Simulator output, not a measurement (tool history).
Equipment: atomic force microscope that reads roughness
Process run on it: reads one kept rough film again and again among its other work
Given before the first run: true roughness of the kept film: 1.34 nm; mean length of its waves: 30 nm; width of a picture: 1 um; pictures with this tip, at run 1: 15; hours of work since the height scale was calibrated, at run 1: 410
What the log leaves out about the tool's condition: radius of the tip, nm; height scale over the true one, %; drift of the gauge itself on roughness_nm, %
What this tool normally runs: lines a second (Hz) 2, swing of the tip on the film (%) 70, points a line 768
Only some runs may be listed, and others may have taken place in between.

| run | hour | lines a second (Hz) | swing of the tip on the film (%) | points a line | pictures with this tip | hours of work since the height scale was calibrated | roughness of the kept film (nm (root mean square)) |
|---|---|---|---|---|---|---|---|
| 1 | 0 | 2 | 70 | 768 | 15 | 410 | 1.207 |
| 2 | 18 | 2 | 70 | 768 | 53 | 422 | 1.218 |
| 3 | 29 | 2 | 70 | 768 | 77 | 429 | 1.222 |
| 4 | 48.3 | 2 | 70 | 768 | 118 | 441 | 1.229 |
| 5 | 65.5 | 2 | 70 | 768 | 155 | 452 | 1.213 |
|  | 78 | new tip fitted |
| 6 | 78 | 2 | 70 | 768 | 0 | 460 | 1.232 |
| 7 | 102.9 | 2 | 70 | 484 | 53 | 476 | 1.217 |
| 8 | 120.1 | 2 | 70 | 484 | 90 | 487 | 1.226 |
| 9 | 142.1 | 2.23 | 70 | 484 | 137 | 501 | 1.203 |
|  | 163.2 | new tip fitted |
| 10 | 166.4 | 1.04 | 62 | 768 | 6 | 516 | 1.27 |
| 11 | 187.8 | 0.65 | 70 | 768 | 52 | 530 | 1.28 |
| 12 | 212.9 | 1 | 73 | 749 | 106 | 546 | 1.251 |
| 13 | 228.9 | 1 | 73 | 749 | 140 | 557 | 1.256 |
| 14 | 240 | 1 | 80 | 332 | 164 | 564 | 1.218 |
|  | 248.2 | new tip fitted |
| 15 | 254 | 1 | 80 | 332 | 12 | 572 | 1.22 |
| 16 | 273.7 | 2 | 77 | 797 | 54 | 585 | 1.187 |
| 17 | 294.7 | 3.15 | 70 | 768 | 99 | 598 | 1.178 |

4 ways to go on from here, each from the tool as it stands after run 17. What would each give?
| A | 312.5 | 2 | 75 | 768 | 137 | 610 | ? |
| B | 312.5 | 0.86 | 62 | 393 | 137 | 610 | ? |
| C | 312.5 | 0.53 | 75 | 462 | 137 | 610 | ? |
| D | 312.5 | 2 | 69 | 786 | 137 | 610 | ? |

| run | roughness of the kept film (nm (root mean square)) |
|---|---|
| A | 1.2 |
| B | 1.264 |
| C | 1.265 |
| D | 1.222 |
Stripped of hidden state, with their random variation kept, the same runs would have yielded:
| run | roughness of the kept film (nm (root mean square)) |
|---|---|
| A | 1.204 |
| B | 1.268 |
| C | 1.269 |
| D | 1.226 |
